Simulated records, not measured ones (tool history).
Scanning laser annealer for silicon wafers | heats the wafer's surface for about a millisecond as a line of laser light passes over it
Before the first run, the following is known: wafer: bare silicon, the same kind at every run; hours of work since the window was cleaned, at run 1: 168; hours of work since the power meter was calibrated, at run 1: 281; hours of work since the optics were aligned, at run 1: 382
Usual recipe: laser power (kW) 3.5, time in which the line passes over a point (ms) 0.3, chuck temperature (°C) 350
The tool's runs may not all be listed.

run	day	laser power (kW)	time in which the line passes over a point (ms)	chuck temperature (°C)	hours of work since the window was cleaned	hours of work since the power meter was calibrated	hours of work since the optics were aligned	highest temperature of the surface (°C)
1	0	3.5	0.3	350	168	281	382	1039
2	0.871	3.635	0.3	350	183	297	397	1073
3	1.708	3.635	0.3	350	198	311	412	1077
4	2.321	3.5	0.3	350	209	322	423	1038
5	2.779	3.5	0.3	350	217	330	431	1036
6	3.325	3.5	0.3	350	227	340	440	1037
7	3.788	3.5	0.3	350	235	348	449	1036
8	4.462	3.5	0.3	350	247	360	460	1032
9	5.025	3.392	0.3	350	256	369	470	1003
10	5.383	3.627	0.3	350	263	376	477	1063
11	5.904	3.627	0.3	350	272	385	486	1062
12	6.288	3.728	0.3	350	279	392	492	1091
13	7.071	3.728	0.3	350	292	405	506	1088
14	7.496	3.4	0.3	350	300	413	514	1004
# day 7.746: window over the wafer cleaned
15	8.146	3.5	0.3	335	7	423	524	1044
16	8.8	3.5	0.3	335	19	434	535	1047
17	9.471	3.5	0.3	350	30	446	547	1058
18	10.3	3.5	0.3	350	45	461	561	1057
19	10.667	3.5	0.3	350	51	467	568	1055
20	11.388	3.404	0.3	350	64	480	581	1026
21	11.992	3.404	0.3	350	75	490	591	1027
22	12.538	3.7	0.3	375	84	500	601	1133
23	13.183	3.7	0.3	386	95	511	612	1140
24	13.712	3.7	0.3	386	105	521	621	1140
25	14.425	3.7	0.3	386	117	533	634	1137
26	15.233	3.239	0.227	352	131	547	648	900
27	15.767	3.287	0.227	324	141	557	657	880
28	16.138	3.272	0.301	324	147	563	664	961
29	16.538	3.617	0.3	350	154	570	671	1078
30	16.992	3.767	0.216	331	162	578	679	977
31	17.621	2.994	0.359	328	173	589	690	950
32	18.108	3.5	0.357	336	182	598	699	1094
33	18.629	3.5	0.331	383	191	607	708	1113
34	19.242	3.539	0.331	364	202	618	718	1102
35	20.033	3.416	0.287	321	216	632	732	972
36	20.788	3.543	0.211	359	229	645	746	942

Each run again, without the hidden state but with its own random variation kept:
What the log doesn't record here: light that passes the window, % of a clean one's; laser's true power over the reading, %; width of the line over the set one, %; drift of the gauge itself on peak_c, C.
run	highest temperature of the surface (°C)
1	1065
2	1101
3	1107
4	1068
5	1067
6	1068
7	1068
8	1066
9	1037
10	1100
11	1100
12	1131
13	1130
14	1042
15	1050
16	1055
17	1067
18	1068
19	1066
20	1038
21	1040
22	1149
23	1157
24	1158
25	1156
26	915
27	897
28	980
29	1101
30	998
31	971
32	1121
33	1140
34	1130
35	999
36	967
